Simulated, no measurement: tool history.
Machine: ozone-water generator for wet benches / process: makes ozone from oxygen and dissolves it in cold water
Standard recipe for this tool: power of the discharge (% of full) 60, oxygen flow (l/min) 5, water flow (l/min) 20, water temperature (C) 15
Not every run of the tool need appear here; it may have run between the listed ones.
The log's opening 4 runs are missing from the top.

run,day,power of the discharge (% of full),oxygen flow (l/min),water flow (l/min),water temperature (C),hours of work since the electrodes were changed,hours of work since the contactor was cleaned,hours of work since the thermometer was calibrated,dissolved ozone (ppm),ozone in the gas ahead of the water (g/m3)
5,27.562,60,5,20,12,3987,3007,1833,21.1,222.9
6,33.667,60,5,20,15,4107,3127,1953,20.4,222.3
7,40.75,60,5,20,15,4246,3267,2093,20.4,227
8,49.179,60,5,20,15,4412,3433,2259,20.6,226
9,57.062,60,5,20,15,4567,3588,2414,20.4,225.4
10,63.325,60,5,20,15,4690,3711,2537,20,224.2
11,67.712,60,2.8,20,15,4777,3798,2623,18.9,303
12,74.742,60,5,20,15,4915,3936,2762,20.5,225.3
13,80.258,60,5,20,15,5024,4045,2870,20.6,227.2
14,86.233,60,5,20,15,5141,4162,2988,20.3,230
# day 86.933: water thermometer calibrated
15,94.617,60,5,20,15,5306,4327,151,20.3,227.5
# day 98.392: gauge calibrated
# day 102.879: contactor cleaned
16,102.912,60,5,20,15,5466,1,311,20.2,223.3
17,106.642,60,5,20,15,5539,74,385,20.6,222.7
18,114.112,60,5,15,10,5686,221,532,28.3,222.2
19,121.342,60,5,15,10,5829,363,674,28.7,222.8
20,127.85,92,5,15,10,5957,492,802,39.4,315.4
21,136.267,94,7.23,19,18,6123,657,968,29.5,265.5
22,141.058,94,7.23,19,18,6217,752,1062,29.7,266.2
23,147.854,60,5,14,15,6351,885,1196,28,225.3
24,156.458,94,5,14,15,6520,1055,1365,39.4,320.1
25,162.579,67,5.92,30,17,6640,1175,1486,14.8,226.1
26,167.271,67,5.92,30,17,6733,1267,1578,14.6,227.4
27,174.262,61,6.53,15,16,6870,1405,1716,25.9,202
28,177.958,79,6.53,15,12,6943,1478,1788,34.1,245.6

What will run 29 give?
29,185.9,63,7.92,20,15,7099,1634,1945,?,?

Logged for run 29: dissolved ozone (ppm) 21.8, ozone in the gas ahead of the water (g/m3) 189.1.
With the hidden condition absent and the run-to-run variation left alone, this run would have shown dissolved ozone (ppm) 21.9, ozone in the gas ahead of the water (g/m3) 184.7.
